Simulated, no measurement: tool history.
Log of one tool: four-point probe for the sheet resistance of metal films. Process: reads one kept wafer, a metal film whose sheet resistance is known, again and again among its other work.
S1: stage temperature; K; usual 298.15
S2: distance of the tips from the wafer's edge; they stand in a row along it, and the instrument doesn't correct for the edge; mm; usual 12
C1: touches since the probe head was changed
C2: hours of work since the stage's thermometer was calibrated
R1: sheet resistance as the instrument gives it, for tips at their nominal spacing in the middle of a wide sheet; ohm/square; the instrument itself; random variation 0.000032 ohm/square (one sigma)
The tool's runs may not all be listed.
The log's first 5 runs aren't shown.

| run | day | S1 | S2 | C1 | C2 | R1 |
|---|---|---|---|---|---|---|
| 6 | 3.129 | 298.15 | 27 | 9513 | 308 | 0.159749 |
| 7 | 4.033 | 298.15 | 12 | 10215 | 318 | 0.160198 |
| 8 | 4.512 | 298.15 | 12 | 10584 | 323 | 0.160274 |
| 9 | 5.308 | 298.15 | 12 | 11201 | 332 | 0.160226 |
| 10 | 6.017 | 298.15 | 26 | 11749 | 340 | 0.159797 |
| 11 | 6.508 | 298.15 | 26 | 12131 | 345 | 0.1598 |
| 12 | 7.292 | 298.15 | 4 | 12738 | 354 | 0.164864 |
| 13 | 8.042 | 298.15 | 12 | 13320 | 362 | 0.160282 |
| 14 | 8.579 | 298.15 | 12 | 13735 | 368 | 0.160254 |
| 15 | 9.342 | 298.15 | 12 | 14327 | 377 | 0.160303 |
| 16 | 10.238 | 298.15 | 12 | 15020 | 386 | 0.160273 |
| 17 | 10.733 | 298.15 | 12 | 15404 | 392 | 0.160283 |
| 18 | 11.329 | 298.15 | 46 | 15866 | 398 | 0.159695 |
| 19 | 12.038 | 298.15 | 46 | 16414 | 406 | 0.159685 |
| 20 | 12.838 | 298.15 | 46 | 17034 | 415 | 0.159656 |
| 21 | 13.438 | 298.15 | 46 | 17499 | 421 | 0.159697 |
| 22 | 14.104 | 298.15 | 16 | 18016 | 429 | 0.160039 |
| 23 | 15.05 | 305.15 | 12 | 18749 | 439 | 0.160127 |
| 24 | 15.612 | 303.15 | 8 | 19185 | 445 | 0.160942 |
| 25 | 16.496 | 295.15 | 8 | 19869 | 455 | 0.161025 |
| 26 | 17.475 | 295.15 | 8 | 20627 | 466 | 0.161094 |
| 27 | 18.212 | 295.15 | 8 | 21197 | 474 | 0.161077 |
| 28 | 19.138 | 295.15 | 8 | 21913 | 484 | 0.161045 |

The next listed run, before its measurement:
| 29 | 20.058 | 295.15 | 6 | 22628 | 494 | ? |

R1: 0.162085 ohm/square
Without the tool's hidden state the same run would have given R1 0.162088 ohm/square.
